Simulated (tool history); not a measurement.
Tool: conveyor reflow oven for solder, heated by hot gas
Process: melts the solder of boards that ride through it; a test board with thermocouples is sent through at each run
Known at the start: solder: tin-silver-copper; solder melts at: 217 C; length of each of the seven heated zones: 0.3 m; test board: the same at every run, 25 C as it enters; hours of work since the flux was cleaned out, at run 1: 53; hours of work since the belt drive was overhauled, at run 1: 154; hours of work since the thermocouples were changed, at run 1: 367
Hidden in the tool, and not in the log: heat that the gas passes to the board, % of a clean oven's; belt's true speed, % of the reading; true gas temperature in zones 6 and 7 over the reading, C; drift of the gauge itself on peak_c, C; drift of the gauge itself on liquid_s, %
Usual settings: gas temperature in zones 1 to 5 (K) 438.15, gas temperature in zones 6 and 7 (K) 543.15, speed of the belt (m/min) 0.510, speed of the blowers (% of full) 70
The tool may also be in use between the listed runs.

run,hour,gas temperature in zones 1 to 5 (K),gas temperature in zones 6 and 7 (K),speed of the belt (m/min),speed of the blowers (% of full),hours of work since the flux was cleaned out,hours of work since the belt drive was overhauled,hours of work since the thermocouples were changed,highest temperature of the board (K),time above the solder's melting point (s)
1,0.0,438.15,543.15,0.510,70,53,154,367,516.25,40.8
2,14.4,438.15,543.15,0.510,70,59,161,373,516.15,40.5
3,40.5,438.15,543.15,0.510,70,72,173,386,516.15,41.1
4,64.7,445.15,543.15,0.510,70,83,185,397,517.75,44.3
5,89.1,438.15,543.15,0.510,86,95,196,409,521.55,47.0
6,106.7,438.15,543.15,0.510,86,103,205,417,521.35,46.8
7,122.2,438.15,543.15,0.510,86,111,212,424,521.25,46.4
# hour 128.0: belt drive overhauled, speed set with a stopwatch
8,153.9,438.15,543.15,0.510,70,124,12,438,515.55,40.3
9,172.0,431.15,536.15,0.510,70,132,21,446,508.45,31.3
10,186.9,438.15,557.15,0.440,56,139,28,453,526.55,57.2
# hour 201.1: belt drive overhauled, speed set with a stopwatch, once more
11,215.3,438.15,557.15,0.440,56,151,7,465,526.55,56.5
12,228.2,438.15,557.15,0.440,56,157,13,471,526.35,56.1
13,243.3,433.15,538.15,0.513,56,164,20,478,502.55,22.4
14,261.8,433.15,538.15,0.513,56,173,29,487,502.75,22.6
15,278.1,433.15,552.15,0.491,57,181,37,495,516.05,39.6

Measured less the same run without the tool's hidden state. The same run-to-run variation is in both; the gauge's scatter may not be:
run,highest temperature of the board (K),time above the solder's melting point (s)
1,-1.70,-1.4
2,-1.70,-1.5
3,-1.80,-1.5
4,-1.80,-1.6
5,-2.10,-1.5
6,-2.20,-1.6
7,-2.20,-1.6
8,-2.20,-1.9
9,-2.30,-2.5
10,-2.10,-1.4
11,-2.50,-2.1
12,-2.50,-2.1
13,-2.50,-3.5
14,-2.60,-3.6
15,-2.70,-2.7
